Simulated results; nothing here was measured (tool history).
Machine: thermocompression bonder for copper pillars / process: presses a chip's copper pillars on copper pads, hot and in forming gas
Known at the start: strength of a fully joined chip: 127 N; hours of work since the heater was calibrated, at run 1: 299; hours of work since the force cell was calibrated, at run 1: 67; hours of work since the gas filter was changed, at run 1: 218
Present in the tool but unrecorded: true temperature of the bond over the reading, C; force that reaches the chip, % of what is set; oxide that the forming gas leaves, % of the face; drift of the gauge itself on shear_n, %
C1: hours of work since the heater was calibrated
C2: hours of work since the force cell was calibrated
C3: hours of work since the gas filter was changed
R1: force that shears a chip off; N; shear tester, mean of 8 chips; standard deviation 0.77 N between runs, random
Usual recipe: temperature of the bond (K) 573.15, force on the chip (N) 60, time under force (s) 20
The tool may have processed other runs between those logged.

Run 1, hour 0.0: usual settings; C1 299; C2 67; C3 218. Result: R1 69.5 N.
Run 2, hour 43.5: usual settings; C1 326; C2 94; C3 245. Result: R1 68.7 N.
Run 3, hour 75.5: usual settings; C1 346; C2 114; C3 264. Result: R1 69.2 N.
Run 4, hour 115.0: usual settings; C1 371; C2 139; C3 289. Result: R1 68.5 N.
Run 5, hour 154.2: usual settings but time under force (s) 13; C1 395; C2 163; C3 313. Result: R1 59.0 N.
At hour 157.3: forming gas filter changed.
Run 6, hour 187.5: usual settings but time under force (s) 29; C1 415; C2 183; C3 19. Result: R1 84.1 N.
Run 7, hour 215.2: usual settings but time under force (s) 29; C1 432; C2 200; C3 36. Result: R1 83.1 N.
Run 8, hour 253.7: usual settings but time under force (s) 17; C1 456; C2 224; C3 60. Result: R1 70.2 N.
Run 9, hour 289.0: usual settings but time under force (s) 17; C1 478; C2 246; C3 82. Result: R1 69.4 N.
Run 10, hour 322.9: usual settings but force on the chip (N) 43; C1 499; C2 267; C3 103. Result: R1 57.3 N.
Run 11, hour 363.5: usual settings but force on the chip (N) 43; C1 524; C2 292; C3 128. Result: R1 58.6 N.
Run 12, hour 405.7: usual settings but force on the chip (N) 43; C1 550; C2 318; C3 154. Result: R1 58.9 N.
Run 13, hour 444.9: usual settings but force on the chip (N) 43; C1 575; C2 343; C3 178. Result: R1 57.5 N.
Run 14, hour 472.8: usual settings but force on the chip (N) 42; C1 592; C2 360; C3 195. Result: R1 56.8 N.
Run 15, hour 508.6: usual settings; C1 614; C2 382; C3 218. Result: R1 71.8 N.
Run 16, hour 527.3: usual settings; C1 626; C2 394; C3 229. Result: R1 72.7 N.
Run 17, hour 549.7: usual settings; C1 640; C2 408; C3 243. Result: R1 71.7 N.
Run 18, hour 581.7: usual settings but temperature of the bond (K) 581.15, time under force (s) 60; C1 659; C2 427; C3 263. Result: R1 98.4 N.
Run 19, hour 620.1: usual settings but force on the chip (N) 77, time under force (s) 59; C1 683; C2 451; C3 287. Result: R1 100.2 N.
Run 20, hour 661.3: usual settings but temperature of the bond (K) 554.15, force on the chip (N) 77, time under force (s) 12; C1 709; C2 477; C3 312. Result: R1 55.2 N.
At hour 669.1: forming gas filter changed.
Run 21, hour 693.0: usual settings but temperature of the bond (K) 544.15, force on the chip (N) 41, time under force (s) 10; C1 728; C2 496; C3 15. Result: R1 28.3 N.
Run 22, hour 732.3: usual settings but temperature of the bond (K) 544.15, force on the chip (N) 41, time under force (s) 10; C1 752; C2 520; C3 39. Result: R1 29.0 N.
Run 23, hour 760.4: usual settings but temperature of the bond (K) 590.15, force on the chip (N) 79, time under force (s) 30; C1 770; C2 538; C3 57. Result: R1 109.2 N.
Run 24, hour 797.4: usual settings but temperature of the bond (K) 555.15, force on the chip (N) 73, time under force (s) 35; C1 793; C2 561; C3 79. Result: R1 82.5 N.
Run 25, hour 834.4: usual settings but temperature of the bond (K) 561.15, force on the chip (N) 58, time under force (s) 57; C1 816; C2 584; C3 102. Result: R1 88.9 N.
Run 26, hour 875.1: usual settings but temperature of the bond (K) 594.15, force on the chip (N) 78, time under force (s) 26; C1 841; C2 609; C3 128. Result: R1 107.5 N.
Run 27, hour 903.9: usual settings but temperature of the bond (K) 594.15, force on the chip (N) 78, time under force (s) 26; C1 859; C2 627; C3 145. Result: R1 106.8 N.
Run 28, hour 929.4: usual settings but time under force (s) 46; C1 874; C2 642; C3 161. Result: R1 94.1 N.
Run 29, hour 952.8: usual settings but time under force (s) 46; C1 889; C2 657; C3 176. Result: R1 93.3 N.
Run 30, hour 972.4: usual settings but force on the chip (N) 72; C1 901; C2 669; C3 188. Result: R1 83.3 N.
Run 31, hour 1015.4: usual settings but temperature of the bond (K) 594.15, force on the chip (N) 72, time under force (s) 22; C1 928; C2 696; C3 214. Result: R1 99.5 N.
Run 32, hour 1050.0: usual settings but force on the chip (N) 40; C1 949; C2 717; C3 236. Result: R1 55.3 N.
Run 33, hour 1069.3: usual settings but force on the chip (N) 40; C1 961; C2 729; C3 248. Result: R1 56.8 N.
Run 34, hour 1093.5: usual settings but force on the chip (N) 40; C1 976; C2 744; C3 263. Result: R1 56.0 N.

Forecast each of these 5 alternatives for the next run:
Run A, hour 1115.0: usual settings but force on the chip (N) 40, time under force (s) 21; C1 989; C2 757; C3 276. Result: R1 ?.
Run B, hour 1115.0: usual settings but temperature of the bond (K) 552.15, force on the chip (N) 43, time under force (s) 10; C1 989; C2 757; C3 276. Result: R1 ?.
Run C, hour 1115.0: usual settings but temperature of the bond (K) 574.15, force on the chip (N) 69, time under force (s) 10; C1 989; C2 757; C3 276. Result: R1 ?.
Run D, hour 1115.0: usual settings but force on the chip (N) 64, time under force (s) 25; C1 989; C2 757; C3 276. Result: R1 ?.
Run E, hour 1115.0: usual settings but time under force (s) 54; C1 989; C2 757; C3 276. Result: R1 ?.

run    R1
  A  56.2
  B  33.2
  C  64.3
  D  79.4
  E  93.7
With the hidden condition removed and each run's random variation left untouched, the same runs would have given:
run    R1
  A  55.7
  B  32.1
  C  64.3
  D  80.9
  E  97.2
